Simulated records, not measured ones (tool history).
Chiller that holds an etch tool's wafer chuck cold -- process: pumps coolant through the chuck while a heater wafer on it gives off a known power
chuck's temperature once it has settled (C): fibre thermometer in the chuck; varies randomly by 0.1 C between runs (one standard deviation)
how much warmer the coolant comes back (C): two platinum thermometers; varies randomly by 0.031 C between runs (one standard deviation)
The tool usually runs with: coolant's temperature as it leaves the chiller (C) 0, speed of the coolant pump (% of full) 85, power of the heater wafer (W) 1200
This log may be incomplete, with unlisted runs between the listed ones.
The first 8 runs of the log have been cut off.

| run | day | coolant's temperature as it leaves the chiller (C) | speed of the coolant pump (% of full) | power of the heater wafer (W) | chuck's temperature once it has settled (C) | how much warmer the coolant comes back (C) |
|---|---|---|---|---|---|---|
| 9 | 16.233 | 0 | 85 | 1200 | 8.2 | 2.88 |
| 10 | 19.367 | 0 | 85 | 1200 | 8.2 | 2.85 |
| 11 | 21.45 | 7 | 85 | 1200 | 15.1 | 2.82 |
| 12 | 23.633 | 7 | 91 | 1200 | 14.9 | 2.57 |
|  | 25.967 | gauge calibrated |
| 13 | 26.067 | 7 | 91 | 1200 | 14.6 | 2.82 |
| 14 | 28.258 | 0 | 75 | 1200 | 9 | 3.41 |
| 15 | 31.142 | 0 | 75 | 698 | 5.2 | 1.98 |
| 16 | 32.729 | 0 | 91 | 1200 | 7.7 | 2.83 |
| 17 | 35.246 | -4 | 79 | 1200 | 4.5 | 3.13 |
| 18 | 38.275 | 8 | 62 | 1200 | 18.2 | 4.07 |
| 19 | 40.325 | 3 | 96 | 832 | 8 | 1.74 |
| 20 | 42.833 | -3 | 76 | 1200 | 5.9 | 3.26 |
| 21 | 45.112 | 0 | 85 | 672 | 4.6 | 1.51 |
| 22 | 48.192 | -7 | 61 | 976 | 1.5 | 3.19 |
| 23 | 49.471 | 1 | 87 | 1565 | 11.4 | 3.63 |
| 24 | 51.962 | 1 | 71 | 1081 | 9.4 | 3.05 |
| 25 | 54.079 | 1 | 71 | 1081 | 9.2 | 2.98 |
| 26 | 55.362 | 1 | 71 | 1643 | 13.7 | 4.74 |
| 27 | 58.275 | -2 | 85 | 1151 | 5.7 | 2.55 |
| 28 | 59.625 | -5 | 64 | 1414 | 7 | 4.49 |
| 29 | 62.533 | 0 | 85 | 1555 | 10.6 | 3.58 |
| 30 | 64.933 | 4 | 95 | 1360 | 12.7 | 2.7 |
| 31 | 67.6 | -4 | 100 | 1104 | 2.6 | 1.91 |

Below are 3 alternative next runs, each starting from the tool's condition after run 31. Predict each:
| A | 70.296 | 2 | 85 | 852 | ? | ? |
| B | 70.296 | 4 | 77 | 1014 | ? | ? |
| C | 70.296 | -4 | 100 | 1207 | ? | ? |

| run | chuck's temperature once it has settled (C) | how much warmer the coolant comes back (C) |
|---|---|---|
| A | 7.8 | 1.7 |
| B | 11.4 | 2.43 |
| C | 3.2 | 2.17 |
Take away the tool's hidden state, keep each run's random variation, and the runs would have read:
| run | chuck's temperature once it has settled (C) | how much warmer the coolant comes back (C) |
|---|---|---|
| A | 7.8 | 2.15 |
| B | 11.4 | 2.87 |
| C | 3.2 | 2.62 |
